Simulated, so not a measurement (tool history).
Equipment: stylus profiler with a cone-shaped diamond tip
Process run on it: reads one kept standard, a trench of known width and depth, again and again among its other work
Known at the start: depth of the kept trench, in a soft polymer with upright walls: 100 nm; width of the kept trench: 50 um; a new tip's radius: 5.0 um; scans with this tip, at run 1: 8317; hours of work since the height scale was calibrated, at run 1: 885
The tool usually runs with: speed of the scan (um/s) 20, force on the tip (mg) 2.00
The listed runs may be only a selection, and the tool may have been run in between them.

run,day,speed of the scan (um/s),force on the tip (mg),scans with this tip,hours of work since the height scale was calibrated,depth of the trench (Å),width of the trench's floor (µm)
1,0.000,20,2.00,8317,885,1007.68,47.71
2,0.867,20,2.00,8452,899,1007.87,47.67
3,1.712,20,2.00,8583,913,1007.59,47.68
4,3.246,20,2.00,8822,939,1007.81,47.66
5,4.642,20,2.00,9038,962,1007.89,47.64
6,5.912,20,2.00,9236,983,1007.95,47.61
7,6.875,64,3.82,9385,999,1010.98,47.63
# day 7.762: height scale calibrated on a step standard
8,8.242,24,3.82,9594,8,1008.04,47.60
9,9.958,24,2.00,9861,36,1005.17,47.59
10,11.458,26,2.17,10094,61,1005.36,47.57
11,12.771,79,2.67,10298,83,1006.32,47.43

Across each entry between runs, compare the hidden state at the last listed run before it with the hidden state at the first listed run after it:
Run 7 -> run 8: height scale calibrated on a step standard (day 7.762)
  radius of the tip, um: 6.83 -> 6.87; height scale over the true one, %: 0.233 -> -0.056
  measured less the result without the state, depth of the trench (Å): +2.35 -> -0.57; width of the trench's floor (µm): -0.34 -> -0.35
